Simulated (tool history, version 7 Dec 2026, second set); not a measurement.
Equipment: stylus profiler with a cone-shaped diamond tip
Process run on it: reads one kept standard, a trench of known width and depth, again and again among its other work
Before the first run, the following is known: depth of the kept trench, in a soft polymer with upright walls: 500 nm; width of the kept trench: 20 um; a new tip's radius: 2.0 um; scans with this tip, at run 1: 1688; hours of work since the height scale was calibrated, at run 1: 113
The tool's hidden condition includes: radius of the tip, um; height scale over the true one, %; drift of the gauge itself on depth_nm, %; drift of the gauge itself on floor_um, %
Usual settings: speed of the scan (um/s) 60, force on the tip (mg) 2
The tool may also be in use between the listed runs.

run,day,speed of the scan (um/s),force on the tip (mg),scans with this tip,hours of work since the height scale was calibrated,depth of the trench (Å),width of the trench's floor (um)
1,0,60,2,1688,113,5058.4,17.07
2,0.929,60,2,1941,130,5060.2,17.04
3,1.95,60,2,2218,148,5058.2,17.05
4,2.788,60,2,2445,164,5058.7,17.03
5,3.671,30,2,2685,180,5059.9,17.21
6,4.558,100,2,2927,196,5060.7,16.84
7,5.733,100,2,3246,217,5060.5,16.8
8,7.158,60,2,3634,243,5058.8,17.07
9,8.029,17,2,3870,259,5058.3,17.26
10,9.038,17,2,4144,277,5059.3,17.22
11,10.096,205,2,4432,296,5058.1,16.35
12,11.683,205,2,4863,325,5059.3,16.38
13,12.954,205,2,5208,348,5057.7,16.37
14,14.438,205,2,5612,375,5059.7,16.32
15,15.683,205,2,5950,398,5058.5,16.34
16,16.371,162,3.83,6137,410,5091,16.77
17,17.362,96,5.67,6407,428,5118.8,17.01
18,18.6,51,5.67,6743,451,5118.7,17.2
19,19.279,50,2.87,6928,463,5075.1,17.15
20,20.021,50,2.87,7129,477,5075.2,17.14
21,21.358,50,2.87,7492,501,5076.2,17.11
22,22.712,189,4.59,7860,526,5102.8,16.7
23,23.546,96,2.14,8087,541,5060.7,16.85
24,25.088,60,2.48,8506,569,5068,17.11
25,25.871,65,0.81,8719,583,5032.5,16.87
# day 26.946: new tip fitted, height scale calibrated
26,27.033,18,0.98,23,2,5036.6,17.25
27,28.329,19,1.29,375,25,5044.1,17.24
28,29.438,35,1.52,677,45,5048.6,17.18
29,30.221,135,4.88,889,60,5106.4,16.92

Same runs, no hidden state in the tool, same run-to-run variation:
run,width of the trench's floor (um)
1,17.08
2,17.04
3,17.06
4,17.04
5,17.22
6,16.85
7,16.81
8,17.08
9,17.28
10,17.23
11,16.37
12,16.4
13,16.39
14,16.34
15,16.36
16,16.8
17,17.04
18,17.23
19,17.18
20,17.17
21,17.14
22,16.73
23,16.89
24,17.15
25,16.9
26,17.26
27,17.24
28,17.18
29,16.93
depth of the trench (Å): differs from the measured result by no more than 0.2 in any run.
